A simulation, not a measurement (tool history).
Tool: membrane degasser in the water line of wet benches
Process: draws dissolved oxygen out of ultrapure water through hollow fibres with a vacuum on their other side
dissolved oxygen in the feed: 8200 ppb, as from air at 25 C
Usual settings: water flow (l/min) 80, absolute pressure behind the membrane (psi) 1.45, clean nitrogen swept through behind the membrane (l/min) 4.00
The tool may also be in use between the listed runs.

run    hour  water flow (l/min)  absolute pressure behind the membrane (psi)  clean nitrogen swept through behind the membrane (l/min)  dissolved oxygen in the water behind the degasser (ppb)  pressure that the water loses in the fibres (psi)
  1     0.0                  80                                         1.45                                                      4.00                                                    302.6                                              8.289
  2    86.2                  80                                         1.45                                                      9.91                                                    133.3                                              8.322
  3   160.0                  80                                         1.45                                                      9.91                                                    137.2                                              8.347
      191.1  -- seals of the vacuum lines changed
  4   220.8                  80                                         1.45                                                      9.91                                                    136.7                                              8.216
  5   288.8                  80                                         1.45                                                      4.00                                                    301.8                                              8.254
  6   331.3                  80                                         1.45                                                      4.00                                                    304.0                                              8.232
  7   408.2                  80                                         1.45                                                      4.00                                                    294.7                                              8.286
  8   464.1                  80                                         1.45                                                      4.00                                                    302.2                                              8.234
  9   521.4                  80                                         1.45                                                      4.00                                                    304.0                                              8.216
 10   600.0                  80                                         1.45                                                      4.00                                                    303.4                                              8.241
 11   653.2                  80                                         1.45                                                      4.00                                                    299.8                                              8.195
 12   736.4                  80                                         1.45                                                      4.00                                                    303.2                                              8.203
 13   826.3                  80                                         1.45                                                      8.27                                                    160.2                                              8.303
 14   875.1                  80                                         1.84                                                      4.00                                                    414.5                                              8.221
 15   951.1                  80                                         1.84                                                      4.00                                                    412.2                                              8.170
 16  1001.3                  80                                         1.84                                                      4.00                                                    413.8                                              8.213
 17  1093.6                  63                                         1.51                                                      6.79                                                    154.6                                              6.425
 18  1168.2                  63                                         1.45                                                      4.00                                                    239.0                                              6.512
 19  1234.6                 119                                         1.45                                                      4.00                                                    452.7                                             12.185
 20  1278.8                 119                                         1.45                                                      4.00                                                    453.5                                             12.183
 21  1379.3                  72                                         2.45                                                      2.42                                                    780.0                                              7.382
 22  1428.1                  85                                         3.10                                                      7.95                                                    450.1                                              8.692
 23  1515.9                  51                                         1.03                                                     11.67                                                     41.4                                              5.242
 24  1597.2                  51                                         1.03                                                     11.67                                                     42.4                                              5.216
 25  1651.8                  78                                         1.19                                                      2.31                                                    343.7                                              7.893
 26  1752.7                  65                                         1.10                                                      3.20                                                    197.4                                              6.595
 27  1834.8                 108                                         2.42                                                      4.00                                                    741.2                                             10.905
 28  1920.5                  87                                         2.81                                                      4.00                                                    727.6                                              8.805
 29  1997.4                  87                                         2.81                                                      4.00                                                    723.1                                              8.827

The next listed run, before its measurement:
 30  2048.3                 127                                         0.94                                                      8.72                                                        ?                                                  ?

Run 30 gave dissolved oxygen in the water behind the degasser (ppb) 165.4, pressure that the water loses in the fibres (psi) 12.843.
Without the tool's hidden state the same run would have given dissolved oxygen in the water behind the degasser (ppb) 164.7, pressure that the water loses in the fibres (psi) 13.124.
